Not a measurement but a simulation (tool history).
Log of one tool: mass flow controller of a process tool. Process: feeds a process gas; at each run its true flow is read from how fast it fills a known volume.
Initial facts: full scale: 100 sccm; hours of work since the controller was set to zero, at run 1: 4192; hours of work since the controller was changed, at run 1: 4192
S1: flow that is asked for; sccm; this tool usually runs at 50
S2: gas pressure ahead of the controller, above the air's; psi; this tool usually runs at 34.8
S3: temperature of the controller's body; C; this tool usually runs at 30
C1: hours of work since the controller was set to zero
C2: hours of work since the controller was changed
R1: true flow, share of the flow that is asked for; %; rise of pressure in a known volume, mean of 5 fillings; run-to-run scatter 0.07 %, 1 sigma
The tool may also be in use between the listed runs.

run,hour,S1,S2,S3,C1,C2,R1
1,0.0,50,34.8,30,4192,4192,96.51
2,109.5,50,34.8,30,4245,4245,96.53
3,261.7,50,34.8,30,4318,4318,96.34
4,428.2,50,34.8,30,4398,4398,96.17
5,573.9,50,34.8,30,4468,4468,96.16
6,748.7,50,34.8,37,4552,4552,96.89
7,935.2,49,34.8,37,4642,4642,96.93
8,1084.1,20,39.5,37,4713,4713,94.90
9,1196.2,20,39.5,37,4767,4767,94.93
10,1329.4,20,26.4,34,4831,4831,95.17
11,1461.0,32,20.7,28,4894,4894,95.71
12,1606.9,50,28.3,30,4964,4964,96.35

For some of the steps in R1 from one run to the next: how much would appear even if the tool had no hidden state, given the settings, what came in and random variation, and how much remains for the hidden state plus any gauge scatter that the measured result and the result without hidden state don't share?
The hidden state here: flow at rest that the sensor doesn't see, % of full scale; true flow over the shown one, %; drift of the gauge itself on true_pct, %.
Run 7 -> 8: S1 49 -> 20, S2 34.8 -> 39.5. R1 -2.03 %: hidden state -1.15, all else -0.88.

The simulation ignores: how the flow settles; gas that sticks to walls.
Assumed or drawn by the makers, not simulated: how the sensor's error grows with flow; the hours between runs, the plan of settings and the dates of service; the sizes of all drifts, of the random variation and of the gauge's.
